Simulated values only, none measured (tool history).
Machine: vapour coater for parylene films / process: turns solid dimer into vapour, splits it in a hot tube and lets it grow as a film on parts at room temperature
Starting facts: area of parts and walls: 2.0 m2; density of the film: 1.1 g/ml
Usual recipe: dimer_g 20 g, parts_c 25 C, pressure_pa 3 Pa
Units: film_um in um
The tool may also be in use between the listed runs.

Run 1, hour 0: usual settings. Result: film_um 7.57 um.
Run 2, hour 16.9: usual settings. Result: film_um 7.46 um.
Run 3, hour 27.2: usual settings. Result: film_um 7.52 um.
Run 4, hour 39: usual settings. Result: film_um 7.45 um.
Run 5, hour 46: usual settings. Result: film_um 7.55 um.
Run 6, hour 63: usual settings. Result: film_um 7.47 um.
Run 7, hour 73.5: usual settings. Result: film_um 7.63 um.
Run 8, hour 82: usual settings. Result: film_um 7.5 um.
Run 9, hour 96.3: usual settings but pressure_pa 11.02 Pa. Result: film_um 6.32 um.
Run 10, hour 105.4: usual settings but pressure_pa 11.02 Pa. Result: film_um 6.26 um.
Run 11, hour 121.2: usual settings but pressure_pa 11.02 Pa. Result: film_um 6.32 um.
Run 12, hour 131.4: usual settings but pressure_pa 11.02 Pa. Result: film_um 6.16 um.
Run 13, hour 139.3: usual settings but pressure_pa 11.02 Pa. Result: film_um 6.21 um.
Run 14, hour 156.5: usual settings but parts_c 29 C. Result: film_um 6.27 um.
Run 15, hour 169: usual settings but parts_c 29 C. Result: film_um 6.28 um.
Run 16, hour 178.4: usual settings but dimer_g 9 g, parts_c 24 C, pressure_pa 6.69 Pa. Result: film_um 3.13 um.
Run 17, hour 194.9: usual settings but dimer_g 23 g, parts_c 20 C, pressure_pa 10.23 Pa. Result: film_um 9.07 um.
Run 18, hour 209.9: usual settings but dimer_g 10 g. Result: film_um 3.78 um.
Run 19, hour 224.9: usual settings but dimer_g 10 g, parts_c 23 C, pressure_pa 2.57 Pa. Result: film_um 4.22 um.
Run 20, hour 234.8: usual settings but dimer_g 10 g, parts_c 23 C, pressure_pa 2.57 Pa. Result: film_um 4.23 um.
Run 21, hour 242.6: usual settings but dimer_g 30 g, pressure_pa 4.89 Pa. Result: film_um 10.47 um.
Run 22, hour 252.9: usual settings but dimer_g 30 g, pressure_pa 4.89 Pa. Result: film_um 10.56 um.
Run 23, hour 259.9: usual settings but dimer_g 21 g, pressure_pa 2.55 Pa. Result: film_um 8.12 um.
Run 24, hour 268.6: usual settings but dimer_g 26 g, pressure_pa 2.92 Pa. Result: film_um 9.83 um.
Run 25, hour 276: usual settings but dimer_g 26 g, pressure_pa 2.92 Pa. Result: film_um 9.87 um.
Run 26, hour 283.5: usual settings but dimer_g 26 g, pressure_pa 2.92 Pa. Result: film_um 9.7 um.
Run 27, hour 292: usual settings but dimer_g 12 g, parts_c 21 C, pressure_pa 2.1 Pa. Result: film_um 5.39 um.

5 options for the next run, each taken on its own from the tool as it stands now. Forecast them:
Run A, hour 306.2: usual settings but dimer_g 17 g, parts_c 18 C, pressure_pa 9.67 Pa. Result: film_um ?.
Run B, hour 306.2: usual settings but dimer_g 25 g, parts_c 21 C, pressure_pa 2.1 Pa. Result: film_um ?.
Run C, hour 306.2: usual settings but dimer_g 18 g, parts_c 33 C, pressure_pa 4.68 Pa. Result: film_um ?.
Run D, hour 306.2: usual settings but dimer_g 24 g, parts_c 28 C, pressure_pa 6.36 Pa. Result: film_um ?.
Run E, hour 306.2: usual settings but dimer_g 8 g, parts_c 30 C, pressure_pa 3.55 Pa. Result: film_um ?.

run  film_um
  A     7.29
  B    11.12
  C     4.46
  D     7.19
  E     2.32
Without the tool's hidden state the same runs would have given:
run  film_um
  A     7.32
  B    11.15
  C     4.48
  D     7.21
  E     2.33
